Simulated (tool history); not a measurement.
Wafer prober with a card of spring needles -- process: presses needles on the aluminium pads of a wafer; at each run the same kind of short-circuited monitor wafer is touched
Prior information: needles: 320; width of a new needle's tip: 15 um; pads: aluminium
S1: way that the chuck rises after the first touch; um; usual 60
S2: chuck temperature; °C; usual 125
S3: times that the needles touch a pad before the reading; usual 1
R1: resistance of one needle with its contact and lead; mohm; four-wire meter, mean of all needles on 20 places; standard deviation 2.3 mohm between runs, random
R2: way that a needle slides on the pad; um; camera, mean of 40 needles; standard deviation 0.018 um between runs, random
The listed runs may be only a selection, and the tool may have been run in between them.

{"run": 1, "hour": 0.0, "S1": 60, "S2": 125, "S3": 1, "R1": 270, "R2": 12.08}
{"hour": 19.3, "done": "tips cleaned on abrasive film"}
{"hour": 37.7, "done": "tips cleaned on abrasive film"}
{"run": 2, "hour": 38.0, "S1": 60, "S2": 125, "S3": 1, "R1": 281, "R2": 12.05}
{"hour": 56.0, "done": "tips cleaned on abrasive film"}
{"run": 3, "hour": 59.8, "S1": 54, "S2": 125, "S3": 1, "R1": 331, "R2": 10.82}
{"hour": 74.4, "done": "tips cleaned on abrasive film"}
{"run": 4, "hour": 86.9, "S1": 60, "S2": 125, "S3": 1, "R1": 353, "R2": 12.0}
{"hour": 92.7, "done": "tips cleaned on abrasive film"}
{"run": 5, "hour": 106.2, "S1": 60, "S2": 125, "S3": 1, "R1": 352, "R2": 11.99}
{"hour": 112.6, "done": "tips cleaned on abrasive film"}
{"hour": 131.6, "done": "tips cleaned on abrasive film"}
{"run": 6, "hour": 140.2, "S1": 60, "S2": 125, "S3": 1, "R1": 347, "R2": 11.93}
{"hour": 150.5, "done": "tips cleaned on abrasive film"}
{"run": 7, "hour": 163.4, "S1": 60, "S2": 125, "S3": 1, "R1": 350, "R2": 11.89}
{"hour": 169.1, "done": "tips cleaned on abrasive film"}
{"hour": 176.5, "done": "height of the first contact set anew"}
{"hour": 189.4, "done": "tips cleaned on abrasive film"}
{"run": 8, "hour": 194.3, "S1": 60, "S2": 125, "S3": 1, "R1": 332, "R2": 11.8}
{"hour": 210.4, "done": "tips cleaned on abrasive film"}
{"run": 9, "hour": 213.2, "S1": 60, "S2": 84, "S3": 1, "R1": 299, "R2": 11.79}
{"hour": 229.9, "done": "tips cleaned on abrasive film"}
{"run": 10, "hour": 236.1, "S1": 60, "S2": 84, "S3": 1, "R1": 338, "R2": 11.74}
{"hour": 250.2, "done": "tips cleaned on abrasive film"}
{"run": 11, "hour": 257.6, "S1": 60, "S2": 84, "S3": 1, "R1": 328, "R2": 11.71}
{"hour": 270.8, "done": "tips cleaned on abrasive film"}
{"hour": 289.2, "done": "tips cleaned on abrasive film"}
{"run": 12, "hour": 296.4, "S1": 60, "S2": 41, "S3": 1, "R1": 330, "R2": 11.71}
{"hour": 308.6, "done": "tips cleaned on abrasive film"}
{"hour": 327.3, "done": "tips cleaned on abrasive film"}
{"run": 13, "hour": 330.2, "S1": 64, "S2": 38, "S3": 1, "R1": 290, "R2": 12.45}
{"hour": 347.5, "done": "tips cleaned on abrasive film"}
{"run": 14, "hour": 354.3, "S1": 60, "S2": 33, "S3": 1, "R1": 331, "R2": 11.63}
{"hour": 362.1, "done": "height of the first contact set anew"}
{"hour": 369.1, "done": "tips cleaned on abrasive film"}
{"hour": 389.9, "done": "tips cleaned on abrasive film"}
{"run": 15, "hour": 392.7, "S1": 41, "S2": 75, "S3": 1, "R1": 350, "R2": 8.2}
{"hour": 409.4, "done": "height of the first contact set anew, once more"}
{"hour": 409.5, "done": "tips cleaned on abrasive film"}
{"run": 16, "hour": 415.0, "S1": 41, "S2": 75, "S3": 1, "R1": 413, "R2": 8.23}
{"hour": 430.0, "done": "tips cleaned on abrasive film"}
{"run": 17, "hour": 444.7, "S1": 41, "S2": 75, "S3": 1, "R1": 442, "R2": 8.23}
{"hour": 450.5, "done": "tips cleaned on abrasive film"}
{"hour": 470.1, "done": "tips cleaned on abrasive film"}
{"run": 18, "hour": 473.3, "S1": 41, "S2": 75, "S3": 1, "R1": 378, "R2": 8.19}
{"hour": 490.1, "done": "tips cleaned on abrasive film"}
{"run": 19, "hour": 507.3, "S1": 41, "S2": 25, "S3": 1, "R1": 454, "R2": 8.14}
{"hour": 511.2, "done": "tips cleaned on abrasive film"}
{"hour": 533.6, "done": "tips cleaned on abrasive film"}
{"run": 20, "hour": 536.7, "S1": 41, "S2": 25, "S3": 1, "R1": 362, "R2": 8.11}
{"hour": 552.7, "done": "tips cleaned on abrasive film"}
{"run": 21, "hour": 559.4, "S1": 44, "S2": 125, "S3": 2, "R1": 360, "R2": 8.67}
{"hour": 573.1, "done": "tips cleaned on abrasive film"}
{"hour": 593.9, "done": "tips cleaned on abrasive film"}
{"hour": 596.5, "done": "height of the first contact set anew"}
{"run": 22, "hour": 598.4, "S1": 44, "S2": 125, "S3": 2, "R1": 343, "R2": 8.88}
{"hour": 614.1, "done": "tips cleaned on abrasive film"}
{"hour": 633.7, "done": "tips cleaned on abrasive film"}
{"run": 23, "hour": 633.7, "S1": 69, "S2": 60, "S3": 2, "R1": 249, "R2": 13.86}

Each row is a separate what-if for the run after 23, all from the same tool condition, not one after another. Results?
{"hour": 654.1, "done": "tips cleaned on abrasive film"}
{"hour": 674.1, "done": "tips cleaned on abrasive film"}
{"run": "A", "hour": 678.8, "S1": 60, "S2": 70, "S3": 2, "R1": "?", "R2": "?"}
{"hour": 654.1, "done": "tips cleaned on abrasive film"}
{"hour": 674.1, "done": "tips cleaned on abrasive film"}
{"run": "B", "hour": 678.8, "S1": 68, "S2": 60, "S3": 2, "R1": "?", "R2": "?"}
{"hour": 654.1, "done": "tips cleaned on abrasive film"}
{"hour": 674.1, "done": "tips cleaned on abrasive film"}
{"run": "C", "hour": 678.8, "S1": 69, "S2": 27, "S3": 2, "R1": "?", "R2": "?"}
{"hour": 654.1, "done": "tips cleaned on abrasive film"}
{"hour": 674.1, "done": "tips cleaned on abrasive film"}
{"run": "D", "hour": 678.8, "S1": 69, "S2": 26, "S3": 2, "R1": "?", "R2": "?"}

run=A R1=294 R2=12.03
run=B R1=279 R2=13.65
run=C R1=273 R2=13.87
run=D R1=272 R2=13.84
With the hidden condition removed and each run's random variation left untouched, the same runs would have given:
run=A R1=251 R2=12.12
run=B R1=243 R2=13.74
run=C R1=237 R2=13.96
run=D R1=236 R2=13.93

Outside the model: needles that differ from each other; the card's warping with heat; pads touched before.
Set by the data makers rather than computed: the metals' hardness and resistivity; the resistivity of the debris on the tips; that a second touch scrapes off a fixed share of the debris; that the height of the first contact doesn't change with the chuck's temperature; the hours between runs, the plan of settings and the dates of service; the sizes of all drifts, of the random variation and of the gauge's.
